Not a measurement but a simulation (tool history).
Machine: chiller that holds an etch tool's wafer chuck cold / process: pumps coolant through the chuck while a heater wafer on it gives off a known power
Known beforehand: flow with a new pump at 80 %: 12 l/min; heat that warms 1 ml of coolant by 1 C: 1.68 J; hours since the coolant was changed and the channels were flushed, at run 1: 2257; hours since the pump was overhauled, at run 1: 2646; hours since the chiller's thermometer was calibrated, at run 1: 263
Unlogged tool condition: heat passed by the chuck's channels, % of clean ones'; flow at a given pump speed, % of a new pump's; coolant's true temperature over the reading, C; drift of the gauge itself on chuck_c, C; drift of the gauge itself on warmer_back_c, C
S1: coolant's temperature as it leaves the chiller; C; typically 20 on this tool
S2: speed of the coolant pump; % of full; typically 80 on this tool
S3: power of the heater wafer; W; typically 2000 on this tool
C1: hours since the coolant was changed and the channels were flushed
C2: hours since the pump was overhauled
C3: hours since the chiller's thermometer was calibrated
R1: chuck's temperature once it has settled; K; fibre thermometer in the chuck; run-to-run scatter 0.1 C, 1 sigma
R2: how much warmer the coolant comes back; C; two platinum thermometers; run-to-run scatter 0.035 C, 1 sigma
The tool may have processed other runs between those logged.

Run 1, day 0.000: usual settings; C1 2257; C2 2646; C3 263. Result: R1 317.35 K, R2 6.37 C.
Run 2, day 1.217: usual settings; C1 2286; C2 2675; C3 292. Result: R1 317.25 K, R2 6.41 C.
Run 3, day 3.033: usual settings; C1 2330; C2 2718; C3 335. Result: R1 317.35 K, R2 6.33 C.
Run 4, day 4.746: usual settings; C1 2371; C2 2759; C3 376. Result: R1 317.55 K, R2 6.40 C.
Run 5, day 6.150: usual settings; C1 2404; C2 2793; C3 410. Result: R1 317.45 K, R2 6.38 C.
Run 6, day 7.412: usual settings; C1 2435; C2 2823; C3 440. Result: R1 317.45 K, R2 6.47 C.
Run 7, day 8.279: usual settings; C1 2455; C2 2844; C3 461. Result: R1 317.45 K, R2 6.38 C.
Run 8, day 10.267: usual settings but S3 1278 W; C1 2503; C2 2892; C3 509. Result: R1 308.95 K, R2 4.14 C.
Run 9, day 11.517: usual settings but S2 90 % of full, S3 1278 W; C1 2533; C2 2922; C3 539. Result: R1 307.55 K, R2 3.69 C.
Run 10, day 12.454: usual settings but S2 90 % of full, S3 1278 W; C1 2556; C2 2944; C3 562. Result: R1 307.65 K, R2 3.61 C.
Run 11, day 14.467: usual settings but S2 90 % of full, S3 1278 W; C1 2604; C2 2993; C3 610. Result: R1 307.45 K, R2 3.65 C.
Run 12, day 16.450: usual settings but S1 15 C; C1 2652; C2 3040; C3 657. Result: R1 313.15 K, R2 6.44 C.
Run 13, day 18.117: usual settings but S1 15 C; C1 2692; C2 3080; C3 697. Result: R1 313.25 K, R2 6.49 C.
Run 14, day 19.046: usual settings but S1 12 C, S3 1157 W; C1 2714; C2 3103; C3 720. Result: R1 299.65 K, R2 3.77 C.
At day 19.171: chiller's thermometer calibrated.
Run 15, day 20.379: usual settings but S1 21 C, S2 74 % of full, S3 1363 W; C1 2745; C2 3134; C3 29. Result: R1 312.55 K, R2 4.73 C.
Run 16, day 22.317: usual settings but S1 17 C, S3 1353 W; C1 2791; C2 3180; C3 75. Result: R1 307.45 K, R2 4.34 C.

Run 17 is up next; what results do you expect?
Run 17, day 23.158: usual settings but S1 17 C, S3 1353 W; C1 2812; C2 3200; C3 96. Result: R1 ?, R2 ?.

R1: 307.35 K
R2: 4.34 C
On a tool with no hidden condition, and with the same random variation, this run would have come out at R1 303.15 K, R2 4.00 C.
